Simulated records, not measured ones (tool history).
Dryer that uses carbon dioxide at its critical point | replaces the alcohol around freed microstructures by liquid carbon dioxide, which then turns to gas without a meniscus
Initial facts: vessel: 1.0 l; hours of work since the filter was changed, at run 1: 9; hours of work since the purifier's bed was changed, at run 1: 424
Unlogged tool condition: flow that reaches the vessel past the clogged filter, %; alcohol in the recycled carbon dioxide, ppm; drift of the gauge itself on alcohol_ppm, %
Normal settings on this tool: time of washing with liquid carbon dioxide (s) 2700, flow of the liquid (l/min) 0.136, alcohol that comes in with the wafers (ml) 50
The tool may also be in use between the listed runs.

run,hour,time of washing with liquid carbon dioxide (s),flow of the liquid (l/min),alcohol that comes in with the wafers (ml),hours of work since the filter was changed,hours of work since the purifier's bed was changed,alcohol left in the vessel before it's heated (ppm by volume)
1,0.0,2700,0.136,50,9,424,251
2,49.4,2700,0.136,50,39,455,258
3,94.7,2700,0.136,50,67,482,273
4,144.7,2700,0.190,50,97,513,116
# hour 176.9: purifier's bed changed
5,181.0,2700,0.190,50,117,2,31
6,228.4,2700,0.190,50,146,31,35
7,276.1,2700,0.190,50,175,60,52
8,302.5,2700,0.136,50,191,76,235
9,345.4,2700,0.136,50,217,103,265
10,391.7,2700,0.136,50,246,131,270
11,445.6,2700,0.136,50,278,164,305
12,503.4,2700,0.136,50,314,199,314
# hour 509.1: inlet filter changed
13,530.9,2700,0.094,50,13,215,1017
14,560.0,2700,0.136,50,31,233,222
15,599.2,2700,0.136,50,55,256,229
16,651.4,2700,0.149,50,87,288,174
17,682.1,2700,0.149,50,105,307,181
18,714.4,2700,0.149,50,125,327,176
19,755.7,2700,0.149,50,150,352,189
20,808.4,2700,0.149,50,182,384,215
21,866.8,2700,0.149,50,218,419,220
22,899.7,2700,0.149,50,238,439,224
23,937.1,2700,0.136,50,261,462,341
24,971.2,3180,0.167,43,281,483,113
25,1009.4,3180,0.167,43,305,506,117
# hour 1028.8: inlet filter changed
# hour 1050.5: purifier's bed changed
26,1053.2,3180,0.167,43,13,2,13
27,1093.6,1920,0.185,21,38,26,96
28,1127.8,1920,0.185,21,58,47,100
29,1162.4,1920,0.201,65,80,68,208
30,1196.1,2580,0.096,108,100,89,2581
31,1221.8,2580,0.096,108,116,104,2601
32,1264.8,3180,0.167,50,142,130,42

For run 33, what comes out?
33,1307.2,2340,0.136,113,168,156,?

Run 33 produced alcohol left in the vessel before it's heated (ppm by volume) 1033.
Take away the tool's hidden state, keep the run-to-run variation as it was, and the same run would have given alcohol left in the vessel before it's heated (ppm by volume) 784.
